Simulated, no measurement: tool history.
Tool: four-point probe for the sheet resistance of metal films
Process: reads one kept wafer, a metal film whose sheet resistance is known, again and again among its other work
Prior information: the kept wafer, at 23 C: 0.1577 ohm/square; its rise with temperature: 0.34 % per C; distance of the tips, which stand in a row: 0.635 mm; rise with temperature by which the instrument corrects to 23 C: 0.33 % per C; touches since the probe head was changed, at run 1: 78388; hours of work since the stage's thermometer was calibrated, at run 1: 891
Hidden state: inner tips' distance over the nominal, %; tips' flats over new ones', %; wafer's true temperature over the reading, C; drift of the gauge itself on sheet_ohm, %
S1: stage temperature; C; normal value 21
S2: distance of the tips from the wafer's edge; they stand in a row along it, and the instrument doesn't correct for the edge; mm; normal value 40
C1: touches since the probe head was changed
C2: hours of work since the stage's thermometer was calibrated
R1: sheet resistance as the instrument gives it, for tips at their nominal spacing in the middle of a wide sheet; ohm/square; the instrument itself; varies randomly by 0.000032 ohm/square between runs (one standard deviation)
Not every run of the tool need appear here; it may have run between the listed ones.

| run | hour | S1 | S2 | C1 | C2 | R1 |
|---|---|---|---|---|---|---|
| 1 | 0.0 | 21 | 40 | 78388 | 891 | 0.158671 |
| 2 | 66.5 | 21 | 40 | 81611 | 931 | 0.158640 |
| 3 | 123.5 | 21 | 40 | 84373 | 964 | 0.158626 |
| 4 | 198.1 | 21 | 40 | 87986 | 1009 | 0.158667 |
| 5 | 279.9 | 21 | 40 | 91949 | 1057 | 0.158709 |
| 6 | 319.7 | 21 | 40 | 93876 | 1081 | 0.158729 |
| 7 | 369.2 | 21 | 40 | 96275 | 1110 | 0.158781 |
| 8 | 427.1 | 21 | 40 | 99080 | 1144 | 0.158756 |
| 9 | 477.5 | 21 | 31 | 101525 | 1174 | 0.158771 |
| 10 | 551.7 | 21 | 31 | 105120 | 1218 | 0.158785 |
| 11 | 633.8 | 34 | 40 | 109095 | 1267 | 0.159151 |
| 12 | 727.3 | 21 | 40 | 113624 | 1322 | 0.158777 |
| 13 | 766.5 | 21 | 40 | 115524 | 1345 | 0.158889 |
| 14 | 856.4 | 21 | 7 | 119879 | 1399 | 0.159546 |
| 15 | 935.5 | 21 | 7 | 123716 | 1445 | 0.159541 |
|  | 940.8 | stage's thermometer calibrated |
| 16 | 990.0 | 21 | 7 | 126328 | 29 | 0.159588 |
| 17 | 1066.3 | 21 | 7 | 130027 | 74 | 0.159616 |
| 18 | 1136.0 | 21 | 7 | 133406 | 116 | 0.159668 |
| 19 | 1186.4 | 30 | 9 | 135845 | 146 | 0.159628 |
|  | 1223.1 | stage's thermometer calibrated, once more |
| 20 | 1279.6 | 20 | 22 | 140339 | 33 | 0.159201 |
| 21 | 1350.6 | 20 | 22 | 143775 | 76 | 0.159205 |
| 22 | 1418.5 | 33 | 12 | 147067 | 116 | 0.159760 |
| 23 | 1464.4 | 33 | 12 | 149292 | 143 | 0.159757 |
| 24 | 1525.4 | 33 | 28 | 152246 | 179 | 0.159560 |
| 25 | 1607.0 | 33 | 28 | 156201 | 227 | 0.159552 |
| 26 | 1660.7 | 18 | 4 | 158802 | 259 | 0.161342 |
| 27 | 1717.0 | 18 | 5 | 161529 | 293 | 0.160614 |
| 28 | 1793.2 | 22 | 8 | 165220 | 338 | 0.159881 |
| 29 | 1886.4 | 20 | 8 | 169735 | 393 | 0.159879 |
| 30 | 1965.2 | 27 | 47 | 173555 | 440 | 0.159505 |
| 31 | 2027.5 | 24 | 4 | 176572 | 477 | 0.161628 |
| 32 | 2114.1 | 24 | 44 | 180770 | 528 | 0.159465 |
|  | 2180.8 | new probe head fitted |
| 33 | 2180.8 | 34 | 4 | 0 | 567 | 0.160509 |
| 34 | 2269.2 | 34 | 4 | 4284 | 619 | 0.160552 |

Take each entry between the runs: how does the hidden state at the last listed run before it differ from the hidden state at the first listed run after it?
Run 15 -> run 16: stage's thermometer calibrated (hour 940.8)
  inner tips' distance over the nominal, %: 0.809 -> 0.819; tips' flats over new ones', %: 98 -> 100; wafer's true temperature over the reading, C: -0.26 -> -0.29
  what was measured, less what the result would be without the hidden state, R1: +0.001241 -> +0.001242 ohm/square
Run 19 -> run 20: stage's thermometer calibrated, once more (hour 1223.1)
  inner tips' distance over the nominal, %: 0.86 -> 0.88; tips' flats over new ones', %: 108 -> 111; wafer's true temperature over the reading, C: -0.31 -> 0.01
  what was measured, less what the result would be without the hidden state, R1: +0.001308 -> +0.001511 ohm/square
Run 32 -> run 33: new probe head fitted (hour 2180.8)
  inner tips' distance over the nominal, %: 1.049 -> 0.287; tips' flats over new ones', %: 143 -> 0; wafer's true temperature over the reading, C: -0.06 -> -0.07
  what was measured, less what the result would be without the hidden state, R1: +0.001758 -> +0.000459 ohm/square
